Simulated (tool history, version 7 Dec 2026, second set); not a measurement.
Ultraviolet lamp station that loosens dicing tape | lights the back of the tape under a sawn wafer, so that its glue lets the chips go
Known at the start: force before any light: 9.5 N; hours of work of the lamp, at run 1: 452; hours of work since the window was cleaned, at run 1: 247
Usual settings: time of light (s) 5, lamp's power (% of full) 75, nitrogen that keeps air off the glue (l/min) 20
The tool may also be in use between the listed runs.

run     day  time of light (s)  lamp's power (% of full)  nitrogen that keeps air off the glue (l/min)  hours of work of the lamp  hours of work since the window was cleaned  force that peels the tape off (N)  light that reached the tape (J/m2)
  1       0                  5                        75                                            20                        452                                         247                              1.007                                4380
  2    1.15                  5                        75                                            20                        467                                         262                               1.03                                4430
  3   2.008                  5                        75                                            20                        479                                         274                               1.07                                4370
      2.858  -- window cleaned of glue's vapour
  4   3.233                  5                        70                                            20                        495                                           5                              0.947                                4640
  5   4.346                  5                        70                                            20                        510                                          20                              0.982                                4580
  6   5.042                  5                        70                                            20                        519                                          29                              0.967                                4530
  7   5.896                  5                        70                                            20                        530                                          41                              0.968                                4590
  8   6.779                  5                        75                                            20                        542                                          52                              0.866                                4800
  9   8.021                  5                        75                                            20                        559                                          69                              0.879                                4810
 10   8.642                  5                        75                                            20                        567                                          77                              0.887                                4730
 11   9.867                  5                        75                                            20                        583                                          94                              0.891                                4660
 12  11.004                  5                        75                                            20                        599                                         109                              0.914                                4550
 13  11.758                  5                        75                                            20                        609                                         119                              0.904                                4570
 14  12.821                  3                        69                                            39                        623                                         133                              1.963                                2490
 15  13.983                  3                        69                                            39                        638                                         149                              2.011                                2470
 16  15.179                  8                        95                                            39                        654                                         165                              0.202                                9130
 17  16.688                  5                        75                                            36                        675                                         185                              0.768                                4400
 18  17.438                  5                        95                                            31                        685                                         195                              0.492                                5560
 19  18.462                  4                        95                                             6                        698                                         208                              2.037                                4360
 20  19.675                  3                        95                                             8                        714                                         225                              2.783                                3280
 21  20.471                  5                        65                                            12                        725                                         235                              1.832                                3690
 22  21.842                  4                        75                                            12                        743                                         254                              2.149                                3310
 23    22.7                  8                        95                                            14                        755                                         265                              0.339                                8420
 24  24.062                  3                        85                                            14                        773                                         283                              2.642                                2760
     24.167  -- window cleaned of glue's vapour
 25  25.429                  5                        98                                             6                        791                                          17                              1.175                                6160

Forecast each of these 4 alternatives for the next run:
  A  26.608                  5                        75                                             6                        807                                          33                                  ?                                   ?
  B  26.608                  9                        72                                             6                        807                                          33                                  ?                                   ?
  C  26.608                  5                        69                                             6                        807                                          33                                  ?                                   ?
  D  26.608                  3                        65                                            20                        807                                          33                                  ?                                   ?

run  force that peels the tape off (N)  light that reached the tape (J/m2)
  A                              1.924                                4650
  B                              0.686                                7910
  C                              2.151                                4340
  D                              2.611                                2420
Without the tool's hidden state the same runs would have given:
run  force that peels the tape off (N)  light that reached the tape (J/m2)
  A                              1.458                                5520
  B                              0.477                                9370
  C                               1.66                                5140
  D                              2.083                                2860

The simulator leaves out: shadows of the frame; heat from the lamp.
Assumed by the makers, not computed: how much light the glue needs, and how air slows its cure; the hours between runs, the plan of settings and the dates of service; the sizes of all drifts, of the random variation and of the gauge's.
